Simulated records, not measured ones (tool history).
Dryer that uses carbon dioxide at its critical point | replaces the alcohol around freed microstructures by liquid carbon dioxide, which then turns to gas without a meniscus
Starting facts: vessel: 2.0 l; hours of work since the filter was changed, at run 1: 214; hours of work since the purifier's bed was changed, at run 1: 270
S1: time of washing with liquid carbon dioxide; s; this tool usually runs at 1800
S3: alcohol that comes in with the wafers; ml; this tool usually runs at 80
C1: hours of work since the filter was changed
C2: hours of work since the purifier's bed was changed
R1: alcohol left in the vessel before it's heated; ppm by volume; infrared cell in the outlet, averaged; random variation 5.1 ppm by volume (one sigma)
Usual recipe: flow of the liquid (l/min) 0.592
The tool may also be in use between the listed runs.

run 1 hour=0 | S1=1800 flow_of_the_liquid_(l/min)=0.592 S3=80 | C1=214 C2=270 | R1=95
run 2 hour=24.5 | S1=1800 flow_of_the_liquid_(l/min)=0.592 S3=80 | C1=226 C2=282 | R1=105
run 3 hour=57 | S1=1800 flow_of_the_liquid_(l/min)=0.592 S3=80 | C1=243 C2=298 | R1=100
run 4 hour=85.2 | S1=1800 flow_of_the_liquid_(l/min)=0.592 S3=80 | C1=257 C2=313 | R1=117
run 5 hour=111.2 | S1=1320 flow_of_the_liquid_(l/min)=0.592 S3=80 | C1=270 C2=326 | R1=410
run 6 hour=145 | S1=1320 flow_of_the_liquid_(l/min)=0.592 S3=80 | C1=287 C2=343 | R1=419
run 7 hour=163.2 | S1=1800 flow_of_the_liquid_(l/min)=0.592 S3=86 | C1=296 C2=352 | R1=118
run 8 hour=180.5 | S1=1800 flow_of_the_liquid_(l/min)=0.592 S3=86 | C1=305 C2=361 | R1=120
run 9 hour=213.2 | S1=1800 flow_of_the_liquid_(l/min)=0.592 S3=86 | C1=322 C2=377 | R1=115
run 10 hour=239.7 | S1=1140 flow_of_the_liquid_(l/min)=0.592 S3=80 | C1=335 C2=391 | R1=802
-- hour=267.6 inlet filter changed
run 11 hour=275.9 | S1=1140 flow_of_the_liquid_(l/min)=0.592 S3=80 | C1=4 C2=409 | R1=623
run 12 hour=302.8 | S1=1140 flow_of_the_liquid_(l/min)=0.592 S3=80 | C1=18 C2=422 | R1=664
run 13 hour=323.8 | S1=1800 flow_of_the_liquid_(l/min)=0.592 S3=80 | C1=28 C2=433 | R1=100
run 14 hour=362.6 | S1=1860 flow_of_the_liquid_(l/min)=0.592 S3=80 | C1=48 C2=452 | R1=88
run 15 hour=400.9 | S1=1860 flow_of_the_liquid_(l/min)=0.592 S3=80 | C1=67 C2=472 | R1=90
run 16 hour=431.6 | S1=1860 flow_of_the_liquid_(l/min)=0.592 S3=80 | C1=83 C2=487 | R1=97
run 17 hour=471 | S1=1800 flow_of_the_liquid_(l/min)=0.592 S3=80 | C1=103 C2=507 | R1=118
run 18 hour=508.3 | S1=1800 flow_of_the_liquid_(l/min)=0.592 S3=80 | C1=122 C2=526 | R1=120
run 19 hour=534.8 | S1=1800 flow_of_the_liquid_(l/min)=0.592 S3=80 | C1=135 C2=539 | R1=115
run 20 hour=567.1 | S1=1800 flow_of_the_liquid_(l/min)=0.592 S3=80 | C1=151 C2=556 | R1=126
run 21 hour=591.9 | S1=1800 flow_of_the_liquid_(l/min)=0.592 S3=27 | C1=164 C2=568 | R1=84
run 22 hour=623.6 | S1=1800 flow_of_the_liquid_(l/min)=0.592 S3=27 | C1=180 C2=584 | R1=76
run 23 hour=663.4 | S1=1800 flow_of_the_liquid_(l/min)=0.592 S3=27 | C1=200 C2=604 | R1=85
run 24 hour=691.5 | S1=1440 flow_of_the_liquid_(l/min)=0.754 S3=23 | C1=214 C2=618 | R1=87
run 25 hour=724.7 | S1=1440 flow_of_the_liquid_(l/min)=0.754 S3=23 | C1=231 C2=635 | R1=90
run 26 hour=742.2 | S1=1680 flow_of_the_liquid_(l/min)=0.744 S3=89 | C1=240 C2=644 | R1=97
-- hour=751.7 purifier's bed changed
run 27 hour=781 | S1=1680 flow_of_the_liquid_(l/min)=0.744 S3=89 | C1=258 C2=15 | R1=27
run 28 hour=811 | S1=1680 flow_of_the_liquid_(l/min)=0.707 S3=25 | C1=273 C2=30 | R1=22
run 29 hour=828.2 | S1=1680 flow_of_the_liquid_(l/min)=0.707 S3=25 | C1=282 C2=39 | R1=23
run 30 hour=860.1 | S1=1680 flow_of_the_liquid_(l/min)=0.707 S3=25 | C1=298 C2=55 | R1=13
run 31 hour=899.2 | S1=1680 flow_of_the_liquid_(l/min)=0.707 S3=25 | C1=317 C2=75 | R1=32
run 32 hour=925.9 | S1=1500 flow_of_the_liquid_(l/min)=0.987 S3=26 | C1=331 C2=88 | R1=14
run 33 hour=943.2 | S1=1500 flow_of_the_liquid_(l/min)=0.987 S3=26 | C1=340 C2=97 | R1=19
-- hour=963.3 inlet filter changed
run 34 hour=963.6 | S1=1500 flow_of_the_liquid_(l/min)=0.386 S3=58 | C1=0 C2=107 | R1=791
run 35 hour=997.7 | S1=1500 flow_of_the_liquid_(l/min)=0.386 S3=58 | C1=17 C2=124 | R1=822
run 36 hour=1028 | S1=1500 flow_of_the_liquid_(l/min)=0.386 S3=58 | C1=33 C2=139 | R1=822
run 37 hour=1062.2 | S1=2580 flow_of_the_liquid_(l/min)=0.386 S3=58 | C1=50 C2=156 | R1=82
run 38 hour=1098.5 | S1=1140 flow_of_the_liquid_(l/min)=0.747 S3=27 | C1=68 C2=175 | R1=93
run 39 hour=1133.9 | S1=1260 flow_of_the_liquid_(l/min)=0.59 S3=27 | C1=86 C2=193 | R1=157
run 40 hour=1154.8 | S1=1260 flow_of_the_liquid_(l/min)=0.59 S3=27 | C1=97 C2=203 | R1=168
run 41 hour=1189.5 | S1=1140 flow_of_the_liquid_(l/min)=0.61 S3=55 | C1=114 C2=221 | R1=409
run 42 hour=1218.2 | S1=1800 flow_of_the_liquid_(l/min)=0.592 S3=104 | C1=129 C2=235 | R1=107
run 43 hour=1235.8 | S1=1800 flow_of_the_liquid_(l/min)=0.592 S3=104 | C1=138 C2=244 | R1=113
run 44 hour=1270.6 | S1=1800 flow_of_the_liquid_(l/min)=0.592 S3=104 | C1=155 C2=262 | R1=100
run 45 hour=1309.3 | S1=1200 flow_of_the_liquid_(l/min)=0.431 S3=22 | C1=175 C2=281 | R1=506
run 46 hour=1337.9 | S1=2640 flow_of_the_liquid_(l/min)=0.403 S3=61 | C1=189 C2=296 | R1=88

Alternative continuations, all from the tool just after run 46; predict every row:
run A hour=1372.4 | S1=1320 flow_of_the_liquid_(l/min)=0.403 S3=61 | C1=207 C2=313 | R1=?
run B hour=1372.4 | S1=1800 flow_of_the_liquid_(l/min)=0.592 S3=46 | C1=207 C2=313 | R1=?
run C hour=1372.4 | S1=1800 flow_of_the_liquid_(l/min)=0.8 S3=80 | C1=207 C2=313 | R1=?
run D hour=1372.4 | S1=1500 flow_of_the_liquid_(l/min)=0.718 S3=80 | C1=207 C2=313 | R1=?

run=A R1=1282
run=B R1=71
run=C R1=41
run=D R1=98
Take away the tool's hidden state, keep each run's random variation, and the runs would have read:
run=A R1=1103
run=B R1=32
run=C R1=8
run=D R1=53
